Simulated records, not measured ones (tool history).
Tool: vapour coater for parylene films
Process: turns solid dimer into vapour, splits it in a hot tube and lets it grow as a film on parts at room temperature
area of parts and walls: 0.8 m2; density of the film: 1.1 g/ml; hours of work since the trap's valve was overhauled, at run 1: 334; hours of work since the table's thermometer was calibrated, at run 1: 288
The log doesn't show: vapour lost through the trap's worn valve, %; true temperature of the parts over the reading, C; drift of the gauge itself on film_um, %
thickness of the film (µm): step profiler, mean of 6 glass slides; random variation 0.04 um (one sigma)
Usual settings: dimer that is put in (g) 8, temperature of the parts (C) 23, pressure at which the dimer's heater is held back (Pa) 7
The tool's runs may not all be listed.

run    hour  dimer that is put in (g)  temperature of the parts (C)  pressure at which the dimer's heater is held back (Pa)  hours of work since the trap's valve was overhauled  hours of work since the table's thermometer was calibrated  thickness of the film (µm)
  1       0                         8                            23                                                       7                                                  334                                                         288                        3.93
  2    20.3                         8                            23                                                       7                                                  342                                                         296                        4.02
  3    55.1                         8                            23                                                       7                                                  356                                                         310                        3.95
  4    86.1                         8                            23                                                       7                                                  368                                                         323                           4
  5     128                         8                            23                                                       7                                                  385                                                         340                        3.91
  6   167.2                         8                            23                                                       7                                                  401                                                         355                        3.98
  7   189.2                         8                            23                                                       7                                                  410                                                         364                        3.97
  8   217.7                         8                            23                                                       7                                                  421                                                         376                        3.86
  9   244.4                        13                            23                                                       7                                                  432                                                         386                        6.37
 10   279.5                         8                            31                                                       7                                                  446                                                         400                        2.86
 11   299.6                         8                            31                                                       7                                                  454                                                         409                        2.84
      309.8  -- trap's valve overhauled
 12   323.1                         8                            23                                                       7                                                    5                                                         416                        4.24
 13   350.2                         8                            16                                                       7                                                   16                                                         427                         5.6
 14     395                         8                            16                                                       7                                                   34                                                         445                        5.62
 15     419                         4                            23                                                       7                                                   44                                                         455                        2.14
 16   450.4                         8                            23                                                       7                                                   57                                                         468                        4.17
 17   483.1                         8                            23                                                       7                                                   70                                                         481                        4.14
 18   504.8                         8                            23                                                       7                                                   78                                                         489                        4.25
 19   550.6                         8                            26                                                   10.87                                                   97                                                         508                        3.52
 20   569.5                         8                            30                                                   10.87                                                  104                                                         516                        3.06
 21   611.1                         8                            30                                                   10.87                                                  121                                                         532                        2.96
 22   635.9                         6                            28                                                    6.85                                                  131                                                         542                        2.52
 23   678.5                         6                            25                                                    2.77                                                  148                                                         559                        3.28
 24     709                         4                            23                                                       7                                                  161                                                         572                        2.07
 25   735.3                         4                            35                                                   10.38                                                  171                                                         582                        1.26
 26   761.2                         4                            35                                                   10.38                                                  182                                                         593                        1.21
 27   780.4                         4                            35                                                   10.38                                                  189                                                         600                        1.25
 28   824.3                         7                            32                                                       7                                                  207                                                         618                         2.5
 29   855.3                         7                            32                                                       7                                                  219                                                         630                         2.5
 30     875                         7                            32                                                       7                                                  227                                                         638                        2.47
 31   900.8                         9                            20                                                    3.07                                                  238                                                         649                        5.65
 32   931.1                        10                            17                                                       7                                                  250                                                         661                        6.35
 33   965.2                        11                            30                                                    4.32                                                  264                                                         675                         4.6
 34  1009.3                        11                            29                                                    4.32                                                  281                                                         692                        4.71

Some steps in thickness of the film (µm) between neighbouring runs. How much of each would the tool show without its hidden state too (settings, what came in, random variation), and how much is left for the hidden state, with any gauge scatter that isn't in both results?
Run 8 -> 9: dimer that is put in (g) 8 -> 13. thickness of the film (µm) +2.51: hidden state -0.25, all else +2.76.
Run 9 -> 10: dimer that is put in (g) 13 -> 8, temperature of the parts (C) 23 -> 31. thickness of the film (µm) -3.51: hidden state +0.33, all else -3.84.
Run 11 -> 12: temperature of the parts (C) 31 -> 23, trap's valve overhauled. thickness of the film (µm) +1.4: hidden state +0.25, all else +1.15.
Run 14 -> 15: dimer that is put in (g) 8 -> 4, temperature of the parts (C) 16 -> 23. thickness of the film (µm) -3.48: hidden state +0.05, all else -3.53.
Run 30 -> 31: dimer that is put in (g) 7 -> 9, temperature of the parts (C) 32 -> 20, pressure at which the dimer's heater is held back (Pa) 7 -> 3.07. thickness of the film (µm) +3.18: hidden state -0.2, all else +3.38.
